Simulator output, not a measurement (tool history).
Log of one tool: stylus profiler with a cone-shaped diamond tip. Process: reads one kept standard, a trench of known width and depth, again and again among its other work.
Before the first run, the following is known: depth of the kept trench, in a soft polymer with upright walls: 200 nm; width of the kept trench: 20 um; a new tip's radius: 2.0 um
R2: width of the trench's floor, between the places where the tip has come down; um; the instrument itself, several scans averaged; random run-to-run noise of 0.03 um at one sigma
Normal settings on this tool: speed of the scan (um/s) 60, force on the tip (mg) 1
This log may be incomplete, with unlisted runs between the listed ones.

{"run": 1, "hour": 0.0, "speed of the scan (um/s)": 60, "force on the tip (mg)": 1, "depth of the trench (nm)": 200.86, "R2": 17.7}
{"run": 2, "hour": 17.5, "speed of the scan (um/s)": 60, "force on the tip (mg)": 1, "depth of the trench (nm)": 200.87, "R2": 17.7}
{"run": 3, "hour": 47.7, "speed of the scan (um/s)": 60, "force on the tip (mg)": 1, "depth of the trench (nm)": 200.81, "R2": 17.67}
{"run": 4, "hour": 68.7, "speed of the scan (um/s)": 60, "force on the tip (mg)": 1, "depth of the trench (nm)": 201.01, "R2": 17.67}
{"run": 5, "hour": 97.6, "speed of the scan (um/s)": 60, "force on the tip (mg)": 1, "depth of the trench (nm)": 201.05, "R2": 17.68}
{"run": 6, "hour": 119.6, "speed of the scan (um/s)": 60, "force on the tip (mg)": 0.96, "depth of the trench (nm)": 200.87, "R2": 17.71}
{"run": 7, "hour": 144.3, "speed of the scan (um/s)": 60, "force on the tip (mg)": 0.96, "depth of the trench (nm)": 201.06, "R2": 17.64}
{"run": 8, "hour": 166.3, "speed of the scan (um/s)": 60, "force on the tip (mg)": 0.96, "depth of the trench (nm)": 201.05, "R2": 17.64}
{"run": 9, "hour": 189.5, "speed of the scan (um/s)": 60, "force on the tip (mg)": 0.96, "depth of the trench (nm)": 200.88, "R2": 17.65}
{"run": 10, "hour": 219.8, "speed of the scan (um/s)": 60, "force on the tip (mg)": 0.96, "depth of the trench (nm)": 200.88, "R2": 17.62}
{"run": 11, "hour": 234.8, "speed of the scan (um/s)": 60, "force on the tip (mg)": 0.96, "depth of the trench (nm)": 200.87, "R2": 17.7}
{"run": 12, "hour": 255.6, "speed of the scan (um/s)": 60, "force on the tip (mg)": 1, "depth of the trench (nm)": 200.78, "R2": 17.68}
{"run": 13, "hour": 284.1, "speed of the scan (um/s)": 60, "force on the tip (mg)": 1.97, "depth of the trench (nm)": 201.62, "R2": 17.74}
{"run": 14, "hour": 296.7, "speed of the scan (um/s)": 32, "force on the tip (mg)": 1, "depth of the trench (nm)": 200.97, "R2": 17.88}
{"run": 15, "hour": 311.3, "speed of the scan (um/s)": 32, "force on the tip (mg)": 1, "depth of the trench (nm)": 200.87, "R2": 17.89}
{"run": 16, "hour": 334.9, "speed of the scan (um/s)": 60, "force on the tip (mg)": 1.24, "depth of the trench (nm)": 200.99, "R2": 17.71}
{"run": 17, "hour": 361.5, "speed of the scan (um/s)": 60, "force on the tip (mg)": 1.24, "depth of the trench (nm)": 201.18, "R2": 17.67}
{"run": 18, "hour": 385.9, "speed of the scan (um/s)": 60, "force on the tip (mg)": 1.24, "depth of the trench (nm)": 200.97, "R2": 17.65}
{"run": 19, "hour": 401.4, "speed of the scan (um/s)": 60, "force on the tip (mg)": 1.24, "depth of the trench (nm)": 201.07, "R2": 17.72}
{"run": 20, "hour": 430.2, "speed of the scan (um/s)": 100, "force on the tip (mg)": 0.42, "depth of the trench (nm)": 200.44, "R2": 16.81}
{"run": 21, "hour": 455.7, "speed of the scan (um/s)": 100, "force on the tip (mg)": 0.78, "depth of the trench (nm)": 200.82, "R2": 17.18}
{"run": 22, "hour": 473.0, "speed of the scan (um/s)": 18, "force on the tip (mg)": 0.68, "depth of the trench (nm)": 200.59, "R2": 17.88}
{"run": 23, "hour": 488.1, "speed of the scan (um/s)": 147, "force on the tip (mg)": 0.61, "depth of the trench (nm)": 200.62, "R2": 16.6}
{"run": 24, "hour": 511.0, "speed of the scan (um/s)": 147, "force on the tip (mg)": 0.61, "depth of the trench (nm)": 200.32, "R2": 16.6}
{"run": 25, "hour": 529.7, "speed of the scan (um/s)": 64, "force on the tip (mg)": 0.89, "depth of the trench (nm)": 200.67, "R2": 17.59}
{"run": 26, "hour": 549.1, "speed of the scan (um/s)": 64, "force on the tip (mg)": 0.89, "depth of the trench (nm)": 200.66, "R2": 17.55}
{"run": 27, "hour": 570.3, "speed of the scan (um/s)": 45, "force on the tip (mg)": 2.98, "depth of the trench (nm)": 201.85, "R2": 17.89}
{"run": 28, "hour": 588.2, "speed of the scan (um/s)": 45, "force on the tip (mg)": 2.98, "depth of the trench (nm)": 201.72, "R2": 17.88}
{"run": 29, "hour": 602.9, "speed of the scan (um/s)": 45, "force on the tip (mg)": 2.98, "depth of the trench (nm)": 201.62, "R2": 17.85}
{"run": 30, "hour": 626.5, "speed of the scan (um/s)": 45, "force on the tip (mg)": 2.98, "depth of the trench (nm)": 201.99, "R2": 17.8}
{"run": 31, "hour": 655.7, "speed of the scan (um/s)": 22, "force on the tip (mg)": 1.68, "depth of the trench (nm)": 201.28, "R2": 17.91}
{"run": 32, "hour": 686.5, "speed of the scan (um/s)": 22, "force on the tip (mg)": 1.68, "depth of the trench (nm)": 201.05, "R2": 17.87}
{"run": 33, "hour": 708.5, "speed of the scan (um/s)": 106, "force on the tip (mg)": 1.37, "depth of the trench (nm)": 200.93, "R2": 17.29}
{"run": 34, "hour": 731.1, "speed of the scan (um/s)": 106, "force on the tip (mg)": 1.37, "depth of the trench (nm)": 201, "R2": 17.26}
{"run": 35, "hour": 745.4, "speed of the scan (um/s)": 60, "force on the tip (mg)": 1.42, "depth of the trench (nm)": 201.03, "R2": 17.64}
{"run": 36, "hour": 764.6, "speed of the scan (um/s)": 60, "force on the tip (mg)": 1.42, "depth of the trench (nm)": 201.04, "R2": 17.65}
{"run": 37, "hour": 786.0, "speed of the scan (um/s)": 92, "force on the tip (mg)": 1.47, "depth of the trench (nm)": 200.98, "R2": 17.38}

Predict each of these 5 candidate next runs independently; none follows another, all start after run 37:
{"run": "A", "hour": 805.1, "speed of the scan (um/s)": 89, "force on the tip (mg)": 2.17, "depth of the trench (nm)": "?", "R2": "?"}
{"run": "B", "hour": 805.1, "speed of the scan (um/s)": 92, "force on the tip (mg)": 1.03, "depth of the trench (nm)": "?", "R2": "?"}
{"run": "C", "hour": 805.1, "speed of the scan (um/s)": 60, "force on the tip (mg)": 2.01, "depth of the trench (nm)": "?", "R2": "?"}
{"run": "D", "hour": 805.1, "speed of the scan (um/s)": 87, "force on the tip (mg)": 0.44, "depth of the trench (nm)": "?", "R2": "?"}
{"run": "E", "hour": 805.1, "speed of the scan (um/s)": 82, "force on the tip (mg)": 1.47, "depth of the trench (nm)": "?", "R2": "?"}

run=A depth_of_the_trench_(nm)=201.4 R2=17.56
run=B depth_of_the_trench_(nm)=200.56 R2=17.27
run=C depth_of_the_trench_(nm)=201.43 R2=17.69
run=D depth_of_the_trench_(nm)=200.27 R2=16.99
run=E depth_of_the_trench_(nm)=200.95 R2=17.51
Without the tool's unlogged condition, the same runs would have read:
run=A depth_of_the_trench_(nm)=201.76 R2=17.81
run=B depth_of_the_trench_(nm)=200.92 R2=17.51
run=C depth_of_the_trench_(nm)=201.79 R2=17.93
run=D depth_of_the_trench_(nm)=200.63 R2=17.23
run=E depth_of_the_trench_(nm)=201.31 R2=17.75
